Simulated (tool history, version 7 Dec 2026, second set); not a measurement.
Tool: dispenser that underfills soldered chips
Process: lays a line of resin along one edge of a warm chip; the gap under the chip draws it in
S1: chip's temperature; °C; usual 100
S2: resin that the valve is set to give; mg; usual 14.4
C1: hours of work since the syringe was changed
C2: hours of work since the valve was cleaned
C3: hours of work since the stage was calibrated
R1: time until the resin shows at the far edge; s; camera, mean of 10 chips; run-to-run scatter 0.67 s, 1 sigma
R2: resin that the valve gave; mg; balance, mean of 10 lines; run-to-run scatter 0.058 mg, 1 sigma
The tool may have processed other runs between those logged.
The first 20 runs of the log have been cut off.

Run 21, hour 127.6: usual settings but S1 98 °C, S2 15.3 mg; C1 4; C2 30; C3 275. Result: R1 70.2 s, R2 14.9 mg.
At hour 135.8: new syringe of resin.
Run 22, hour 135.9: usual settings but S1 109 °C, S2 13 mg; C1 0; C2 36; C3 281. Result: R1 45.5 s, R2 12.67 mg.
Run 23, hour 139.9: usual settings but S1 89 °C, S2 16.1 mg; C1 3; C2 39; C3 284. Result: R1 95 s, R2 15.51 mg.
Run 24, hour 144: usual settings but S1 89 °C, S2 16.1 mg; C1 6; C2 42; C3 287. Result: R1 105.4 s, R2 15.59 mg.
At hour 150.1: new syringe of resin.
At hour 151.1: dispensing valve cleaned and set on the balance.
Run 25, hour 151.7: usual settings but S1 88 °C, S2 16.1 mg; C1 0; C2 0; C3 292. Result: R1 88.2 s, R2 16.07 mg.
Run 26, hour 159.7: usual settings but S1 113 °C, S2 12.4 mg; C1 6; C2 6; C3 297. Result: R1 49.5 s, R2 12.32 mg.
At hour 165.4: new syringe of resin.
Run 27, hour 166: usual settings but S1 89 °C, S2 15.6 mg; C1 0; C2 11; C3 302. Result: R1 84.9 s, R2 15.52 mg.
Run 28, hour 172.1: usual settings but S1 111 °C, S2 14.3 mg; C1 5; C2 15; C3 306. Result: R1 48.7 s, R2 14.12 mg.
Run 29, hour 176.3: usual settings but S1 87 °C, S2 13.9 mg; C1 8; C2 18; C3 309. Result: R1 120.3 s, R2 13.69 mg.
At hour 179.6: new syringe of resin.
Run 30, hour 185.4: usual settings but S1 99 °C, S2 16 mg; C1 4; C2 25; C3 316. Result: R1 69.9 s, R2 15.65 mg.
At hour 193.8: new syringe of resin.
Run 31, hour 194.4: usual settings but S1 91 °C, S2 15.5 mg; C1 0; C2 31; C3 322. Result: R1 77.6 s, R2 15.01 mg.
Run 32, hour 202.2: usual settings but S1 91 °C, S2 15.5 mg; C1 6; C2 37; C3 328. Result: R1 94.6 s, R2 14.95 mg.
At hour 208.3: new syringe of resin.
Run 33, hour 211.4: usual settings but S1 108 °C, S2 12.9 mg; C1 2; C2 43; C3 335. Result: R1 49.8 s, R2 12.45 mg.
At hour 215.4: dispensing valve cleaned and set on the balance.
Run 34, hour 220.3: usual settings but S1 86 °C, S2 15.7 mg; C1 8; C2 4; C3 340. Result: R1 118.5 s, R2 15.66 mg.
At hour 223.4: new syringe of resin.
Run 35, hour 225.7: usual settings but S1 112 °C; C1 2; C2 7; C3 344. Result: R1 42.1 s, R2 14.43 mg.
Run 36, hour 234.5: usual settings but S1 101 °C, S2 13.7 mg; C1 8; C2 14; C3 351. Result: R1 74.9 s, R2 13.59 mg.

Each row is a separate what-if for the run after 36, all from the same tool condition, not one after another. Results?
At hour 237.5: new syringe of resin.
Run A, hour 240.8: usual settings but S1 101 °C, S2 12.7 mg; C1 2; C2 18; C3 355. Result: R1 ?, R2 ?.
At hour 237.5: new syringe of resin.
Run B, hour 240.8: usual settings but S1 112 °C, S2 13.1 mg; C1 2; C2 18; C3 355. Result: R1 ?, R2 ?.
At hour 237.5: new syringe of resin.
Run C, hour 240.8: usual settings but S2 15.6 mg; C1 2; C2 18; C3 355. Result: R1 ?, R2 ?.

run    R1     R2
  A  61.9  12.53
  B  43.9  12.88
  C  61.8  15.33
The same runs, with their run-to-run variation unchanged, on a tool lacking any hidden condition would have given:
run    R1     R2
  A  59.5  12.71
  B  42.2  13.08
  C  59.6  15.56

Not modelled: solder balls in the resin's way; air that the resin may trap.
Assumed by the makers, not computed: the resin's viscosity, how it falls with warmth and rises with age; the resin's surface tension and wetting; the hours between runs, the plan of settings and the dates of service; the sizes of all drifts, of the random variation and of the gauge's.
